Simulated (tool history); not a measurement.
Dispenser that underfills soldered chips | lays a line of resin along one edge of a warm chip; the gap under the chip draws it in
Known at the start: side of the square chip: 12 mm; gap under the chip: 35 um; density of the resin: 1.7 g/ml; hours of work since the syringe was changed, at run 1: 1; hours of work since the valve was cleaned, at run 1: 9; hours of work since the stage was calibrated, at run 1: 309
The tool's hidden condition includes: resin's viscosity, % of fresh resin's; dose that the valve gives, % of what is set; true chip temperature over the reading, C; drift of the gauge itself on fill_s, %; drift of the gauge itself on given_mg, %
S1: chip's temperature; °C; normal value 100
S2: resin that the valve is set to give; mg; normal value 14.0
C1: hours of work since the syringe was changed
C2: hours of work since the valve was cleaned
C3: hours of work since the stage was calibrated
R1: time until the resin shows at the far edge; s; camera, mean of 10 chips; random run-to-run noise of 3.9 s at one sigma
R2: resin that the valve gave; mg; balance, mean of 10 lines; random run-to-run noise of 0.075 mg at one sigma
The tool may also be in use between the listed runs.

run	hour	S1	S2	C1	C2	C3	R1	R2
1	0.0	100	14.0	1	9	309	383.9	13.96
# hour 10.1: new syringe of resin
2	11.8	97	14.0	1	17	317	426.0	13.79
3	21.5	97	14.0	8	24	324	517.8	13.95
# hour 22.9: new syringe of resin
4	33.4	97	14.0	7	32	332	500.8	13.82
# hour 35.3: new syringe of resin
5	45.1	100	13.9	7	40	339	447.1	13.52
# hour 47.6: new syringe of resin
6	55.5	106	13.9	5	47	346	362.5	13.46
# hour 60.1: new syringe of resin
7	68.6	100	15.2	6	55	355	440.7	14.96
# hour 72.7: new syringe of resin
8	74.7	100	15.2	1	59	359	379.7	14.76
9	81.4	100	14.0	6	64	364	443.8	13.56
# hour 85.2: new syringe of resin
10	86.9	100	14.0	1	68	367	382.1	13.65
# hour 97.5: new syringe of resin
11	97.5	100	14.0	0	75	375	366.9	13.44
12	102.8	100	16.9	4	78	378	403.5	16.24
# hour 110.3: new syringe of resin
13	111.5	93	17.9	1	84	384	472.1	17.24
14	121.5	93	17.9	8	91	391	575.9	17.08
# hour 122.4: new syringe of resin
15	131.8	109	13.8	6	98	398	332.5	13.17
# hour 134.5: new syringe of resin
16	143.7	113	15.7	6	106	406	290.4	14.95
# hour 147.3: new syringe of resin
# hour 155.6: dispensing valve cleaned and set on the balance
17	155.6	99	13.7	5	0	413	444.3	13.71
# hour 160.3: new syringe of resin
18	163.7	99	13.7	2	5	418	408.6	13.64
19	170.9	114	16.3	7	10	423	287.5	16.22

Some steps in R1, run to run, broken into two amounts with sign: the step expected even without the hidden condition (settings, incoming material, random variation), and the rest, left for the hidden condition together with whatever gauge scatter is not in both the measured and the hidden-condition-free result:
Run 13 -> 14: no setting changed, nothing entered. R1 +103.8 s: hidden state +109.6, all else -5.8.
Run 14 -> 15: S1 93 -> 109, S2 17.9 -> 13.8, new syringe of resin. R1 -243.4 s: hidden state -43.9, all else -199.5.
